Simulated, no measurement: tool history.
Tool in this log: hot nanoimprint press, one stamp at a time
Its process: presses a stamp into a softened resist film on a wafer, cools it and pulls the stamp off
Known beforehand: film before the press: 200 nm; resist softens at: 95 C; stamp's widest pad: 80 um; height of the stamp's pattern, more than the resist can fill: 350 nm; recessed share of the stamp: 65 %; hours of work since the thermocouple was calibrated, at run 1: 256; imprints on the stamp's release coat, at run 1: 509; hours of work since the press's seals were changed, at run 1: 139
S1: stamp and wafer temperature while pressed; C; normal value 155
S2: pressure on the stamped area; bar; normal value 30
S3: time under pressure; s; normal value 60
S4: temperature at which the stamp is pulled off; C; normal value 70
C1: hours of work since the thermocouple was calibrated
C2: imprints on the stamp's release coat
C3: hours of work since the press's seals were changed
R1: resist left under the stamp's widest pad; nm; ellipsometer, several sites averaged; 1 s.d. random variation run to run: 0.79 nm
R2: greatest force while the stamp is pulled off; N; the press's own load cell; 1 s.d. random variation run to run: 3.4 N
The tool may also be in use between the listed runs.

run,hour,S1,S2,S3,S4,C1,C2,C3,R1,R2
1,0,155,30,60,70,256,509,139,96.7,182
2,16.1,155,30,111,70,264,567,147,76.8,180
3,38.7,155,30,111,70,275,647,158,76.7,176
4,50,155,30,111,70,281,687,164,76.3,185
5,63.5,155,30,60,76,288,735,171,95.4,155
6,78.7,155,30,60,76,295,789,178,95.1,161
7,94.6,155,30,60,76,303,846,186,95.2,160
8,105,155,30,60,76,308,883,191,97.5,165
9,123.1,155,30,60,76,317,947,200,93.8,163
10,141,155,30,60,70,326,1011,209,94.5,200
11,156.6,155,30,60,70,334,1066,217,94.8,202
12,178,155,30,60,70,344,1142,227,95.4,203
13,189,155,30,60,70,350,1182,233,94.2,208
14,211.9,155,30,60,70,361,1263,244,95.4,219
15,233.4,155,30,60,70,372,1340,255,92.9,210
16,250.3,166,44.6,99,59,380,1399,263,32.6,270
# hour 256: plate thermocouple calibrated
17,276.6,150,36.4,103,69,10,1483,274,104.8,237
18,290.7,150,36.4,103,69,17,1533,281,104.6,232
19,313.5,150,36.4,103,69,28,1614,293,105.1,235
# hour 328.5: stamp cleaned and given a new release coat
20,335.8,150,36.4,103,69,36,26,301,104,170
21,356.4,150,36.4,37,66,47,99,311,142.8,182
22,378.6,155,38.7,60,70,58,178,322,90.9,168
23,388.8,155,38.7,60,70,63,214,327,89.8,169
24,405.1,146,28.5,36,64,71,272,335,169.4,205
25,418.4,146,28.5,36,64,77,320,341,170.3,203
26,429.9,165,30,60,69,83,360,347,56.9,186
27,450.2,164,22.9,60,69,93,433,357,67.8,180
28,473.2,164,22.9,60,69,104,515,368,67.9,180
29,485.5,147,30,91,75,110,558,374,135.2,165

For some of the steps in R1 from one run to the next: how much would appear even if the tool had no hidden state, given the settings, what came in and random variation, and how much remains for the hidden state plus any gauge scatter that the measured result and the result without hidden state don't share?
Hidden state at play: true temperature over the reading, C; pressure that arrives at the usual setting, %; grip of the stamp's worn release coat, % over a new coat's; drift of the gauge itself on residual_nm, %; drift of the gauge itself on pull_off_n, %.
Run 15 -> 16: S1 155 -> 166, S2 30 -> 44.6, S3 60 -> 99, S4 70 -> 59. R1 -60.3 nm: hidden state +4.9, all else -65.2.
Run 16 -> 17: S1 166 -> 150, S2 44.6 -> 36.4, S3 99 -> 103, S4 59 -> 69, plate thermocouple calibrated. R1 +72.2 nm: hidden state +3.3, all else +68.9.
Run 23 -> 24: S1 155 -> 146, S2 38.7 -> 28.5, S3 60 -> 36, S4 70 -> 64. R1 +79.6 nm: hidden state -0.2, all else +79.8.
Run 25 -> 26: S1 146 -> 165, S2 28.5 -> 30, S3 36 -> 60, S4 64 -> 69. R1 -113.4 nm: hidden state +0.2, all else -113.6.
